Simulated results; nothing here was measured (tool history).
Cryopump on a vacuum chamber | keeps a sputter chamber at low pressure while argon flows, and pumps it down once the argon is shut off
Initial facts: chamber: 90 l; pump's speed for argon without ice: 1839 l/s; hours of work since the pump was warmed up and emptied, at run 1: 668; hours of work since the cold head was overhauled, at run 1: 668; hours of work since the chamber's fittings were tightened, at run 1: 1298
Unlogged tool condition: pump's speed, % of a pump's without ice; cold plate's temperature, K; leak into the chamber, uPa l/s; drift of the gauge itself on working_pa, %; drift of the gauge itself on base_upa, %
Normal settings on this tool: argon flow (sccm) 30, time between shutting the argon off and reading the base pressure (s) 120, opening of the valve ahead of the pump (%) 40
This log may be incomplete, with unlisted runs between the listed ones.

run	hour	argon flow (sccm)	time between shutting the argon off and reading the base pressure (s)	opening of the valve ahead of the pump (%)	hours of work since the pump was warmed up and emptied	hours of work since the cold head was overhauled	hours of work since the chamber's fittings were tightened	pressure while argon flows (Pa)	pressure after the wait (uPa)
1	0	30	120	40	668	668	1298	0.0737	1.58
2	13.4	30	29	40	679	679	1309	0.0733	2.74
3	31.6	30	29	40	694	694	1324	0.0735	2.73
4	50.7	30	155	40	710	710	1340	0.0733	1.52
5	61.6	30	120	40	719	719	1349	0.0728	1.59
6	86.1	30	120	40	739	739	1369	0.0742	1.61
7	101.1	30	120	40	751	751	1381	0.0736	1.65
8	119.4	30	120	20	766	766	1396	0.142	1.74
9	145	30	120	15	787	787	1417	0.1881	1.66
10	168.8	30	120	15	807	807	1437	0.1906	1.72
11	191.3	30	120	15	825	825	1455	0.1891	1.75
12	207.4	30	50	40	838	838	1468	0.0742	2.27
13	227.2	30	50	40	855	855	1485	0.0752	2.29
14	242.6	30	120	40	867	867	1497	0.0743	1.72
15	263.6	30	120	40	884	884	1514	0.0747	1.8
# hour 279.5: pump warmed up, emptied and cooled again
16	289	19	120	40	8	901	1531	0.0439	1.59
17	310.7	19	120	40	26	919	1549	0.0441	1.65
18	333.1	30	120	16	44	937	1567	0.1737	1.61
19	345.1	30	120	16	54	947	1577	0.1746	1.67
20	365.6	30	85	18	70	964	1594	0.1554	1.75
21	376.7	30	85	18	80	973	1603	0.1538	1.86
22	389.3	30	85	18	90	983	1613	0.1544	1.77
23	414.3	30	85	18	110	1004	1634	0.1556	1.85
24	436.5	30	85	18	129	1022	1652	0.1545	1.83
25	455.1	40	45	26	144	1037	1667	0.1427	2.32
26	467.4	32	22	21	154	1047	1677	0.1416	3.37
27	491.4	33	21	24	174	1067	1697	0.1285	3.42
28	516	33	21	24	194	1087	1717	0.1283	3.52
29	526.4	33	21	24	202	1095	1725	0.1275	3.54
30	545.1	23	232	34	218	1111	1741	0.0624	1.59
31	568.6	23	232	34	237	1130	1760	0.0643	1.65
32	590	45	24	54	254	1148	1778	0.0799	3.37
33	604.6	14	120	40	266	1160	1789	0.0336	1.83
34	619.6	14	243	29	279	1172	1802	0.0457	1.68

Per-run results on a tool with no hidden state, each run keeping its own random variation:
run	pressure while argon flows (Pa)	pressure after the wait (uPa)
1	0.0695	0.54
2	0.069	1.7
3	0.0691	1.68
4	0.0689	0.46
5	0.0684	0.5
6	0.0696	0.52
7	0.0689	0.54
8	0.1372	0.59
9	0.1832	0.5
10	0.1854	0.53
11	0.1838	0.53
12	0.0688	1.07
13	0.0697	1.05
14	0.0687	0.52
15	0.069	0.53
16	0.0434	0.52
17	0.0436	0.53
18	0.1728	0.52
19	0.1736	0.55
20	0.1543	0.66
21	0.1527	0.69
22	0.1532	0.68
23	0.1544	0.69
24	0.1531	0.67
25	0.1408	1.13
26	0.14	2.19
27	0.1267	2.23
28	0.1264	2.28
29	0.1256	2.3
30	0.061	0.34
31	0.0628	0.36
32	0.0768	2.07
33	0.0326	0.52
34	0.0446	0.37
